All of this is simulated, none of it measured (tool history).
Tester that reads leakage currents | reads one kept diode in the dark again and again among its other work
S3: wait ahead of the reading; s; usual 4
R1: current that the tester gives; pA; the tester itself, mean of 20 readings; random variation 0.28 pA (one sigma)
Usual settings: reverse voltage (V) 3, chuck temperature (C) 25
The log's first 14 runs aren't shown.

Run 15, hour 2125.7: usual settings. Result: R1 89.9 pA.
At hour 2154.2: chuck's temperature calibrated.
Run 16, hour 2273.6: usual settings but chuck temperature (C) 59. Result: R1 1192.92 pA.
Run 17, hour 2365.1: usual settings but chuck temperature (C) 53. Result: R1 794.33 pA.
Run 18, hour 2480.8: usual settings but reverse voltage (V) 2.61. Result: R1 90.1 pA.
Run 19, hour 2674.1: usual settings but reverse voltage (V) 2.61. Result: R1 89.41 pA.
Run 20, hour 2822.1: usual settings but chuck temperature (C) 38. Result: R1 262.93 pA.
Run 21, hour 2990.9: usual settings but chuck temperature (C) 40, S3 0.93 s. Result: R1 302.69 pA.
Run 22, hour 3126.1: usual settings but S3 0.48 s. Result: R1 96.07 pA.
Run 23, hour 3280.6: usual settings but reverse voltage (V) 1.03, chuck temperature (C) 22, S3 0.82 s. Result: R1 45.94 pA.
At hour 3295.7: tester calibrated.
Run 24, hour 3455: usual settings but reverse voltage (V) 4.43, chuck temperature (C) 35, S3 0.8 s. Result: R1 244.26 pA.
At hour 3534.6: chuck's temperature calibrated.
Run 25, hour 3672.1: usual settings but reverse voltage (V) 3.36, chuck temperature (C) 35, S3 4.51 s. Result: R1 222.18 pA.
Run 26, hour 3865.7: usual settings but reverse voltage (V) 3.36, chuck temperature (C) 35, S3 4.51 s. Result: R1 220.76 pA.
At hour 4003.5: tester calibrated, once more.
Run 27, hour 4072: usual settings but reverse voltage (V) 11.49. Result: R1 177.08 pA.
Run 28, hour 4253.1: usual settings but reverse voltage (V) 3.18, chuck temperature (C) 21. Result: R1 70.34 pA.
Run 29, hour 4448.4: usual settings but reverse voltage (V) 4.86, chuck temperature (C) 29, S3 1.06 s. Result: R1 160.69 pA.
Run 30, hour 4640.3: usual settings but reverse voltage (V) 4.86, chuck temperature (C) 48, S3 0.96 s. Result: R1 654.19 pA.
At hour 4786.4: probe card cleaned and baked.
Run 31, hour 4805.6: usual settings but reverse voltage (V) 4.86, chuck temperature (C) 48, S3 0.96 s. Result: R1 644.75 pA.
At hour 4919.3: chuck's temperature calibrated.
Run 32, hour 4966: usual settings but reverse voltage (V) 4.86, chuck temperature (C) 48, S3 1.06 s. Result: R1 691.74 pA.
Run 33, hour 5144.5: usual settings but reverse voltage (V) 4.86, chuck temperature (C) 48, S3 1.06 s. Result: R1 686.65 pA.
Run 34, hour 5365.9: usual settings but reverse voltage (V) 4.86, chuck temperature (C) 48, S3 1.06 s. Result: R1 686.7 pA.
Run 35, hour 5526.5: usual settings but reverse voltage (V) 4.86, chuck temperature (C) 48, S3 1.06 s. Result: R1 681.16 pA.
Run 36, hour 5676.4: usual settings but reverse voltage (V) 7.26, chuck temperature (C) 24, S3 1.05 s. Result: R1 126.83 pA.
Run 37, hour 5822.8: usual settings but reverse voltage (V) 7.26, chuck temperature (C) 24, S3 1.05 s. Result: R1 125.79 pA.
Run 38, hour 5993.7: usual settings but reverse voltage (V) 7.26, chuck temperature (C) 24, S3 1.05 s. Result: R1 125.54 pA.
Run 39, hour 6093.3: usual settings but reverse voltage (V) 7.26, chuck temperature (C) 24, S3 1.05 s. Result: R1 126.62 pA.

3 ways to go on from here, each from the tool as it stands after run 39. What would each give?
Run A, hour 6241.6: usual settings but reverse voltage (V) 7.26, chuck temperature (C) 24, S3 1.06 s. Result: R1 ?.
Run B, hour 6241.6: usual settings but reverse voltage (V) 1.2, chuck temperature (C) 46, S3 0.34 s. Result: R1 ?.
Run C, hour 6241.6: usual settings but reverse voltage (V) 3.2, chuck temperature (C) 24, S3 1.08 s. Result: R1 ?.

run      R1
  A  125.58
  B  317.91
  C   87.49
Without the tool's hidden state the same runs would have given:
run      R1
  A  126.24
  B  326.07
  C   88.83

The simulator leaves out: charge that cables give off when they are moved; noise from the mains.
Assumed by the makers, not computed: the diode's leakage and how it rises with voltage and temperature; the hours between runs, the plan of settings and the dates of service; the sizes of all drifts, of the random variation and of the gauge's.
